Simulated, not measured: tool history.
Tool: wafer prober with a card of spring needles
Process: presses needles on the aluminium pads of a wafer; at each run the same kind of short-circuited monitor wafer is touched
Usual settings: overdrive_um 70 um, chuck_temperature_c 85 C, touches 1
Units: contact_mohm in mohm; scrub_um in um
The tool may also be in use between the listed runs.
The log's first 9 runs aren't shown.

At hour 228.3: tips cleaned on abrasive film.
Run 10, hour 244.4: usual settings but chuck_temperature_c 34 C, touches 2. Result: contact_mohm 209 mohm, scrub_um 9.03 um.
At hour 246.3: tips cleaned on abrasive film.
At hour 263.1: tips cleaned on abrasive film.
Run 11, hour 263.2: usual settings but overdrive_um 64 um. Result: contact_mohm 228 mohm, scrub_um 8.26 um.
At hour 281.0: tips cleaned on abrasive film.
Run 12, hour 296.9: usual settings but overdrive_um 64 um. Result: contact_mohm 222 mohm, scrub_um 8.27 um.
At hour 300.1: tips cleaned on abrasive film.
At hour 314.0: height of the first contact set anew.
At hour 317.7: tips cleaned on abrasive film.
Run 13, hour 317.7: usual settings but overdrive_um 64 um. Result: contact_mohm 222 mohm, scrub_um 8.27 um.
At hour 335.1: tips cleaned on abrasive film.
Run 14, hour 349.2: usual settings but overdrive_um 64 um, chuck_temperature_c 44 C. Result: contact_mohm 216 mohm, scrub_um 8.27 um.
At hour 351.6: tips cleaned on abrasive film.
Run 15, hour 366.6: usual settings but overdrive_um 64 um, chuck_temperature_c 44 C. Result: contact_mohm 214 mohm, scrub_um 8.27 um.
At hour 370.1: tips cleaned on abrasive film.
At hour 386.8: tips cleaned on abrasive film.
Run 16, hour 402.3: usual settings but chuck_temperature_c 39 C, touches 3. Result: contact_mohm 210 mohm, scrub_um 9.05 um.
At hour 404.3: tips cleaned on abrasive film.
At hour 423.7: tips cleaned on abrasive film.
Run 17, hour 431.0: usual settings but overdrive_um 61 um, chuck_temperature_c 48 C. Result: contact_mohm 215 mohm, scrub_um 7.87 um.
At hour 441.7: tips cleaned on abrasive film.
At hour 454.1: height of the first contact set anew.
At hour 459.7: tips cleaned on abrasive film.
Run 18, hour 470.5: usual settings but overdrive_um 61 um, chuck_temperature_c 115 C. Result: contact_mohm 231 mohm, scrub_um 7.90 um.
At hour 478.3: tips cleaned on abrasive film.
At hour 495.0: tips cleaned on abrasive film.
Run 19, hour 503.4: usual settings but overdrive_um 74 um, chuck_temperature_c 32 C. Result: contact_mohm 214 mohm, scrub_um 9.56 um.
At hour 512.6: tips cleaned on abrasive film.
At hour 529.5: tips cleaned on abrasive film.
Run 20, hour 538.8: usual settings but chuck_temperature_c 38 C. Result: contact_mohm 211 mohm, scrub_um 9.06 um.
At hour 547.7: tips cleaned on abrasive film.
At hour 565.6: tips cleaned on abrasive film.
Run 21, hour 576.1: usual settings but overdrive_um 87 um, chuck_temperature_c 55 C. Result: contact_mohm 212 mohm, scrub_um 11.24 um.
At hour 583.5: tips cleaned on abrasive film.
At hour 593.6: height of the first contact set anew.
At hour 602.2: tips cleaned on abrasive film.
Run 22, hour 612.2: usual settings but overdrive_um 86 um, chuck_temperature_c 27 C. Result: contact_mohm 203 mohm, scrub_um 11.13 um.
At hour 620.4: tips cleaned on abrasive film.
At hour 638.5: tips cleaned on abrasive film.
Run 23, hour 645.5: usual settings but overdrive_um 86 um, chuck_temperature_c 27 C. Result: contact_mohm 206 mohm, scrub_um 11.09 um.
At hour 656.7: tips cleaned on abrasive film.
At hour 673.5: tips cleaned on abrasive film.
Run 24, hour 680.6: usual settings but overdrive_um 86 um, chuck_temperature_c 37 C. Result: contact_mohm 206 mohm, scrub_um 11.10 um.
At hour 691.0: tips cleaned on abrasive film.
At hour 709.3: tips cleaned on abrasive film.
Run 25, hour 709.3: usual settings but overdrive_um 80 um. Result: contact_mohm 219 mohm, scrub_um 10.33 um.
At hour 727.1: tips cleaned on abrasive film.
At hour 732.5: height of the first contact set anew.
Run 26, hour 740.7: usual settings but chuck_temperature_c 30 C, touches 2. Result: contact_mohm 209 mohm, scrub_um 9.04 um.
At hour 746.0: tips cleaned on abrasive film.
At hour 765.3: tips cleaned on abrasive film.
Run 27, hour 775.1: usual settings but overdrive_um 53 um, chuck_temperature_c 115 C. Result: contact_mohm 236 mohm, scrub_um 6.86 um.
At hour 783.9: tips cleaned on abrasive film.
At hour 800.5: tips cleaned on abrasive film.
Run 28, hour 806.8: usual settings but overdrive_um 53 um, chuck_temperature_c 44 C, touches 2. Result: contact_mohm 221 mohm, scrub_um 6.84 um.
At hour 817.7: tips cleaned on abrasive film.
At hour 834.1: tips cleaned on abrasive film.
Run 29, hour 845.3: usual settings but overdrive_um 68 um, chuck_temperature_c 35 C, touches 2. Result: contact_mohm 214 mohm, scrub_um 8.78 um.
At hour 853.1: tips cleaned on abrasive film.
At hour 870.5: tips cleaned on abrasive film.
Run 30, hour 870.6: usual settings but overdrive_um 68 um, chuck_temperature_c 35 C, touches 2. Result: contact_mohm 208 mohm, scrub_um 8.79 um.

4 ways to go on from here, each from the tool as it stands after run 30. What would each give?
At hour 873.8: height of the first contact set anew.
At hour 887.6: tips cleaned on abrasive film.
At hour 905.5: tips cleaned on abrasive film.
Run A, hour 908.6: usual settings but overdrive_um 57 um, chuck_temperature_c 35 C, touches 3. Result: contact_mohm ?, scrub_um ?.
At hour 873.8: height of the first contact set anew.
At hour 887.6: tips cleaned on abrasive film.
At hour 905.5: tips cleaned on abrasive film.
Run B, hour 908.6: usual settings but overdrive_um 59 um, chuck_temperature_c 35 C, touches 2. Result: contact_mohm ?, scrub_um ?.
At hour 873.8: height of the first contact set anew.
At hour 887.6: tips cleaned on abrasive film.
At hour 905.5: tips cleaned on abrasive film.
Run C, hour 908.6: usual settings but overdrive_um 56 um, chuck_temperature_c 36 C, touches 3. Result: contact_mohm ?, scrub_um ?.
At hour 873.8: height of the first contact set anew.
At hour 887.6: tips cleaned on abrasive film.
At hour 905.5: tips cleaned on abrasive film.
Run D, hour 908.6: usual settings but overdrive_um 68 um, chuck_temperature_c 42 C, touches 2. Result: contact_mohm ?, scrub_um ?.

run  contact_mohm  scrub_um
  A           216      7.37
  B           209      7.64
  C           213      7.24
  D           213      8.77
Without the tool's hidden state the same runs would have given:
run  contact_mohm  scrub_um
  A           216      7.37
  B           209      7.64
  C           213      7.24
  D           213      8.77
